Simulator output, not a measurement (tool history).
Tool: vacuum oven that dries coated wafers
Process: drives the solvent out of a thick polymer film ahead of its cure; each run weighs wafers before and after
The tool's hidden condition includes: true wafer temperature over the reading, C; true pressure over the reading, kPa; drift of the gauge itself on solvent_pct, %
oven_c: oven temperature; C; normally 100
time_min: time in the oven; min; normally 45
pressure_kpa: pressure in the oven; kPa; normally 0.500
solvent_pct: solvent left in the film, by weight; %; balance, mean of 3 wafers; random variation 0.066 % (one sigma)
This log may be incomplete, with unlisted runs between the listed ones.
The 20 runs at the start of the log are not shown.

| run | hour | oven_c | time_min | pressure_kpa | hours of work since the thermocouples were calibrated | hours of work since the vacuum gauge was cleaned of residue | solvent_pct |
|---|---|---|---|---|---|---|---|
| 21 | 822.2 | 100 | 45 | 0.500 | 304 | 847 | 4.11 |
| 22 | 849.9 | 100 | 45 | 0.500 | 319 | 862 | 4.20 |
| 23 | 889.9 | 104 | 28 | 0.760 | 341 | 884 | 5.59 |
| 24 | 938.9 | 105 | 45 | 0.500 | 368 | 911 | 2.34 |
| 25 | 963.5 | 90 | 45 | 0.500 | 381 | 924 | 9.38 |
| 26 | 994.1 | 100 | 75 | 0.500 | 398 | 941 | 1.89 |
| 27 | 1034.2 | 88 | 45 | 0.387 | 420 | 963 | 10.41 |
| 28 | 1085.8 | 88 | 45 | 0.387 | 448 | 991 | 10.40 |
| 29 | 1110.9 | 88 | 45 | 0.387 | 462 | 1005 | 10.21 |
| 30 | 1156.0 | 100 | 74 | 0.500 | 486 | 1030 | 2.02 |
| 31 | 1180.5 | 100 | 74 | 0.500 | 500 | 1043 | 1.99 |
| 32 | 1226.3 | 100 | 74 | 0.500 | 525 | 1068 | 2.11 |

Expected results for the next run?
| 33 | 1253.8 | 92 | 32 | 0.324 | 540 | 1083 | ? |

solvent_pct: 10.55 %
The same run, on a tool lacking any hidden state, would have yielded solvent_pct 10.71 %.

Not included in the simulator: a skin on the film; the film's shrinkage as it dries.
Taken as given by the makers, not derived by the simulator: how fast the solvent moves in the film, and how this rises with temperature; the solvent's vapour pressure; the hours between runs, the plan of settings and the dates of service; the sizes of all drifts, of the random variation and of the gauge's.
